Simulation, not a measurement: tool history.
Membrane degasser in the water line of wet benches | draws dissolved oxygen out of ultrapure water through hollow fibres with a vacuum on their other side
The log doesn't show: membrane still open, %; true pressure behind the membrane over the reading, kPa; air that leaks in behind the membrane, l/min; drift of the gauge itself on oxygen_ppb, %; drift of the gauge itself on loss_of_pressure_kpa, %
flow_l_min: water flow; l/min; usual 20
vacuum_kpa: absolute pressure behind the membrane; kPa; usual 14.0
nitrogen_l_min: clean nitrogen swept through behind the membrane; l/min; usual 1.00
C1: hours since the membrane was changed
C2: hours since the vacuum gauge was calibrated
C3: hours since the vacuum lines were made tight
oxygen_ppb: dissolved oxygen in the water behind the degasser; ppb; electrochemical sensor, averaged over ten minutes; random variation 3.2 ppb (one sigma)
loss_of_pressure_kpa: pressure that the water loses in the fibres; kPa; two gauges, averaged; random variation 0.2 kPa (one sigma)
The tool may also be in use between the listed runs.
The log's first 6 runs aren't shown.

{"run": 7, "hour": 538.4, "flow_l_min": 20, "vacuum_kpa": 12.9, "nitrogen_l_min": 1.0, "C1": 4803, "C2": 1925, "C3": 1505, "oxygen_ppb": 471.1, "loss_of_pressure_kpa": 43.4}
{"run": 8, "hour": 603.1, "flow_l_min": 20, "vacuum_kpa": 12.9, "nitrogen_l_min": 1.0, "C1": 4867, "C2": 1990, "C3": 1570, "oxygen_ppb": 471.1, "loss_of_pressure_kpa": 43.1}
{"run": 9, "hour": 715.6, "flow_l_min": 20, "vacuum_kpa": 12.9, "nitrogen_l_min": 1.0, "C1": 4980, "C2": 2102, "C3": 1682, "oxygen_ppb": 471.9, "loss_of_pressure_kpa": 43.46}
{"run": 10, "hour": 798.7, "flow_l_min": 20, "vacuum_kpa": 26.5, "nitrogen_l_min": 1.0, "C1": 5063, "C2": 2185, "C3": 1766, "oxygen_ppb": 982.2, "loss_of_pressure_kpa": 43.04}
{"run": 11, "hour": 928.6, "flow_l_min": 20, "vacuum_kpa": 26.5, "nitrogen_l_min": 1.0, "C1": 5193, "C2": 2315, "C3": 1895, "oxygen_ppb": 982.7, "loss_of_pressure_kpa": 43.95}
{"run": 12, "hour": 1040.9, "flow_l_min": 16, "vacuum_kpa": 14.0, "nitrogen_l_min": 1.0, "C1": 5305, "C2": 2428, "C3": 2008, "oxygen_ppb": 399.6, "loss_of_pressure_kpa": 34.89}
{"run": 13, "hour": 1108.2, "flow_l_min": 16, "vacuum_kpa": 14.0, "nitrogen_l_min": 1.0, "C1": 5373, "C2": 2495, "C3": 2075, "oxygen_ppb": 397.7, "loss_of_pressure_kpa": 34.65}
{"run": 14, "hour": 1167.2, "flow_l_min": 16, "vacuum_kpa": 14.0, "nitrogen_l_min": 1.0, "C1": 5432, "C2": 2554, "C3": 2134, "oxygen_ppb": 400.3, "loss_of_pressure_kpa": 35.2}
{"run": 15, "hour": 1267.7, "flow_l_min": 16, "vacuum_kpa": 14.0, "nitrogen_l_min": 1.0, "C1": 5532, "C2": 2654, "C3": 2235, "oxygen_ppb": 403.4, "loss_of_pressure_kpa": 34.94}
{"run": 16, "hour": 1339.2, "flow_l_min": 20, "vacuum_kpa": 14.0, "nitrogen_l_min": 1.0, "C1": 5604, "C2": 2726, "C3": 2306, "oxygen_ppb": 518.3, "loss_of_pressure_kpa": 43.8}
{"run": 17, "hour": 1435.6, "flow_l_min": 30, "vacuum_kpa": 25.9, "nitrogen_l_min": 0.49, "C1": 5700, "C2": 2822, "C3": 2402, "oxygen_ppb": 2170.3, "loss_of_pressure_kpa": 65.73}
{"run": 18, "hour": 1522.5, "flow_l_min": 20, "vacuum_kpa": 8.7, "nitrogen_l_min": 1.0, "C1": 5787, "C2": 2909, "C3": 2489, "oxygen_ppb": 302.6, "loss_of_pressure_kpa": 43.69}
{"hour": 1579.3, "done": "gauge calibrated"}
{"run": 19, "hour": 1579.3, "flow_l_min": 20, "vacuum_kpa": 8.7, "nitrogen_l_min": 1.0, "C1": 5844, "C2": 2966, "C3": 2546, "oxygen_ppb": 296.7, "loss_of_pressure_kpa": 42.82}
{"run": 20, "hour": 1635.5, "flow_l_min": 17, "vacuum_kpa": 15.0, "nitrogen_l_min": 0.7, "C1": 5900, "C2": 3022, "C3": 2602, "oxygen_ppb": 616.5, "loss_of_pressure_kpa": 36.36}
{"run": 21, "hour": 1761.3, "flow_l_min": 17, "vacuum_kpa": 15.0, "nitrogen_l_min": 0.7, "C1": 6026, "C2": 3148, "C3": 2728, "oxygen_ppb": 618.4, "loss_of_pressure_kpa": 36.79}
{"run": 22, "hour": 1883.7, "flow_l_min": 17, "vacuum_kpa": 15.0, "nitrogen_l_min": 0.7, "C1": 6148, "C2": 3270, "C3": 2851, "oxygen_ppb": 617.7, "loss_of_pressure_kpa": 36.52}
{"run": 23, "hour": 1950.1, "flow_l_min": 20, "vacuum_kpa": 18.5, "nitrogen_l_min": 2.97, "C1": 6215, "C2": 3337, "C3": 2917, "oxygen_ppb": 300.8, "loss_of_pressure_kpa": 43.54}
{"run": 24, "hour": 2075.6, "flow_l_min": 24, "vacuum_kpa": 18.5, "nitrogen_l_min": 0.9, "C1": 6340, "C2": 3462, "C3": 3042, "oxygen_ppb": 898.2, "loss_of_pressure_kpa": 52.11}
{"run": 25, "hour": 2187.7, "flow_l_min": 24, "vacuum_kpa": 18.5, "nitrogen_l_min": 0.9, "C1": 6452, "C2": 3574, "C3": 3155, "oxygen_ppb": 889.5, "loss_of_pressure_kpa": 52.03}
{"run": 26, "hour": 2285.5, "flow_l_min": 19, "vacuum_kpa": 11.8, "nitrogen_l_min": 1.57, "C1": 6550, "C2": 3672, "C3": 3252, "oxygen_ppb": 283.9, "loss_of_pressure_kpa": 40.86}
{"run": 27, "hour": 2352.0, "flow_l_min": 17, "vacuum_kpa": 11.2, "nitrogen_l_min": 0.69, "C1": 6616, "C2": 3739, "C3": 3319, "oxygen_ppb": 442.8, "loss_of_pressure_kpa": 36.85}

Forecast run 28:
{"run": 28, "hour": 2459.3, "flow_l_min": 32, "vacuum_kpa": 13.5, "nitrogen_l_min": 0.85, "C1": 6724, "C2": 3846, "C3": 3426, "oxygen_ppb": "?", "loss_of_pressure_kpa": "?"}

Run 28 gave oxygen_ppb 949.7 ppb, loss_of_pressure_kpa 69.54 kPa.
Without the tool's hidden state the same run would have given oxygen_ppb 949.3 ppb, loss_of_pressure_kpa 68.56 kPa.
